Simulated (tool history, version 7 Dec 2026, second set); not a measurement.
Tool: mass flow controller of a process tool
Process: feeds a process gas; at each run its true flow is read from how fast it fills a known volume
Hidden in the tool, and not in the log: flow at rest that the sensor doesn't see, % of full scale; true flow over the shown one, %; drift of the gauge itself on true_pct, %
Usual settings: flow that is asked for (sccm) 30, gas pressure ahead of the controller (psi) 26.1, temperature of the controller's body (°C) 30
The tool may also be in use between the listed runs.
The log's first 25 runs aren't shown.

run	hour	flow that is asked for (sccm)	gas pressure ahead of the controller (psi)	temperature of the controller's body (°C)	hours of work since the controller was set to zero	hours of work since the controller was changed	true flow (%)
26	4218.3	51	37.4	25	3679	3679	101.46
27	4327.1	51	32.3	25	3742	3742	101.37
28	4539.6	30	34.7	21	3865	3865	100.72
29	4684.4	71	26.1	30	3949	3949	102.11
# hour 4829.1: gauge calibrated
30	4876.3	71	26.1	30	4060	4060	100.34
31	5046.2	30	26.1	35	4158	4158	100.47
32	5225.6	30	20.5	30	4261	4261	99.96
33	5327.2	12	20.5	32	4320	4320	100.15

5 ways to go on from here, each from the tool as it stands after run 33. What would each give?
A	5476.3	57	30.6	30	4406	4406	?
B	5476.3	13	39.7	30	4406	4406	?
C	5476.3	14	26.1	30	4406	4406	?
D	5476.3	50	28.9	22	4406	4406	?
E	5476.3	49	20.5	27	4406	4406	?

run	true flow (%)
A	100.50
B	100.28
C	100.11
D	99.53
E	99.85
Without the tool's hidden state the same runs would have given:
run	true flow (%)
A	100.24
B	100.00
C	99.84
D	99.27
E	99.60
